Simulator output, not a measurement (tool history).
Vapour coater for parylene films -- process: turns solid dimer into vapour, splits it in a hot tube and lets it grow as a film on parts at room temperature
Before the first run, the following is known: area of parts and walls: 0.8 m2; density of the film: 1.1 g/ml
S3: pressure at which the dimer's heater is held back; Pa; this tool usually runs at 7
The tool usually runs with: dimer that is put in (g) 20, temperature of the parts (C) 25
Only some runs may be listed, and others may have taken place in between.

{"run": 1, "hour": 0.0, "dimer that is put in (g)": 20, "temperature of the parts (C)": 25, "S3": 7, "thickness of the film (nm)": 10170}
{"hour": 26.7, "done": "trap's valve overhauled"}
{"run": 2, "hour": 69.0, "dimer that is put in (g)": 20, "temperature of the parts (C)": 25, "S3": 7, "thickness of the film (nm)": 11200}
{"run": 3, "hour": 127.2, "dimer that is put in (g)": 20, "temperature of the parts (C)": 25, "S3": 7, "thickness of the film (nm)": 10790}
{"run": 4, "hour": 155.2, "dimer that is put in (g)": 20, "temperature of the parts (C)": 21, "S3": 7, "thickness of the film (nm)": 12320}
{"run": 5, "hour": 212.2, "dimer that is put in (g)": 20, "temperature of the parts (C)": 21, "S3": 7, "thickness of the film (nm)": 11940}
{"run": 6, "hour": 273.3, "dimer that is put in (g)": 20, "temperature of the parts (C)": 21, "S3": 7, "thickness of the film (nm)": 11770}
{"hour": 313.1, "done": "trap's valve overhauled"}
{"run": 7, "hour": 335.9, "dimer that is put in (g)": 20, "temperature of the parts (C)": 21, "S3": 7, "thickness of the film (nm)": 13080}
{"run": 8, "hour": 393.2, "dimer that is put in (g)": 17, "temperature of the parts (C)": 33, "S3": 8.41, "thickness of the film (nm)": 7010}
{"run": 9, "hour": 453.2, "dimer that is put in (g)": 9, "temperature of the parts (C)": 25, "S3": 3.28, "thickness of the film (nm)": 5140}
{"run": 10, "hour": 487.7, "dimer that is put in (g)": 19, "temperature of the parts (C)": 22, "S3": 7, "thickness of the film (nm)": 11190}
{"run": 11, "hour": 530.9, "dimer that is put in (g)": 19, "temperature of the parts (C)": 28, "S3": 7, "thickness of the film (nm)": 9010}
{"run": 12, "hour": 569.9, "dimer that is put in (g)": 19, "temperature of the parts (C)": 28, "S3": 7, "thickness of the film (nm)": 8760}
{"hour": 602.5, "done": "trap's valve overhauled"}
{"run": 13, "hour": 634.7, "dimer that is put in (g)": 9, "temperature of the parts (C)": 19, "S3": 2.74, "thickness of the film (nm)": 6690}
{"run": 14, "hour": 686.6, "dimer that is put in (g)": 20, "temperature of the parts (C)": 20, "S3": 2.94, "thickness of the film (nm)": 13830}

Branching from run 14: 4 alternative next runs. What would each branch give?
{"run": "A", "hour": 730.4, "dimer that is put in (g)": 20, "temperature of the parts (C)": 24, "S3": 6.22, "thickness of the film (nm)": "?"}
{"run": "B", "hour": 730.4, "dimer that is put in (g)": 13, "temperature of the parts (C)": 25, "S3": 3.48, "thickness of the film (nm)": "?"}
{"run": "C", "hour": 730.4, "dimer that is put in (g)": 24, "temperature of the parts (C)": 26, "S3": 3.76, "thickness of the film (nm)": "?"}
{"run": "D", "hour": 730.4, "dimer that is put in (g)": 29, "temperature of the parts (C)": 21, "S3": 7, "thickness of the film (nm)": "?"}

run=A thickness_of_the_film_(nm)=11270
run=B thickness_of_the_film_(nm)=7310
run=C thickness_of_the_film_(nm)=12880
run=D thickness_of_the_film_(nm)=18220
The same runs, with their run-to-run variation unchanged, on a tool lacking any hidden condition would have given:
run=A thickness_of_the_film_(nm)=11750
run=B thickness_of_the_film_(nm)=7620
run=C thickness_of_the_film_(nm)=13440
run=D thickness_of_the_film_(nm)=18990
